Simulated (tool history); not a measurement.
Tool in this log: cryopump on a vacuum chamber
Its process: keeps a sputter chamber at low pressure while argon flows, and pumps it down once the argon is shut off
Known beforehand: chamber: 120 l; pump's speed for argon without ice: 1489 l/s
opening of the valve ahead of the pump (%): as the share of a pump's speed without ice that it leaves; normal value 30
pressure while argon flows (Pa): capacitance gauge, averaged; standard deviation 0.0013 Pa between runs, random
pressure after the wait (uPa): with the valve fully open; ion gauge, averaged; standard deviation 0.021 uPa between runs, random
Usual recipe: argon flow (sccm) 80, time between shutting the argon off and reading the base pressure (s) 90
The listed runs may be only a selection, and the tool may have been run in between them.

run,day,argon flow (sccm),time between shutting the argon off and reading the base pressure (s),opening of the valve ahead of the pump (%),pressure while argon flows (Pa),pressure after the wait (uPa)
1,0,80,90,30,0.3087,0.67
2,2.217,80,64,30,0.3135,0.81
3,3.604,80,64,30,0.3101,0.78
4,4.812,80,90,30,0.3142,0.72
5,5.992,80,90,30,0.3122,0.76
6,7.017,80,90,30,0.3108,0.74
7,8.229,126,113,21,0.7008,0.7
8,10.408,126,113,21,0.7008,0.73
9,12.683,52,43,40,0.1565,1.09
10,14.612,34,90,26,0.1541,0.82
11,16.371,80,90,20,0.4688,0.82

Per-run results on a tool with no hidden state, each run keeping its own random variation:
Hidden conditions of the tool in this case: pump's speed, % of a pump's without ice; cold plate's temperature, K; leak into the chamber, uPa l/s; drift of the gauge itself on working_pa, %; drift of the gauge itself on base_upa, %.
run,pressure while argon flows (Pa),pressure after the wait (uPa)
1,0.3008,0.44
2,0.3047,0.57
3,0.3008,0.52
4,0.3042,0.45
5,0.3017,0.49
6,0.2999,0.44
7,0.6827,0.41
8,0.6813,0.41
9,0.1478,0.74
10,0.148,0.46
11,0.4536,0.44

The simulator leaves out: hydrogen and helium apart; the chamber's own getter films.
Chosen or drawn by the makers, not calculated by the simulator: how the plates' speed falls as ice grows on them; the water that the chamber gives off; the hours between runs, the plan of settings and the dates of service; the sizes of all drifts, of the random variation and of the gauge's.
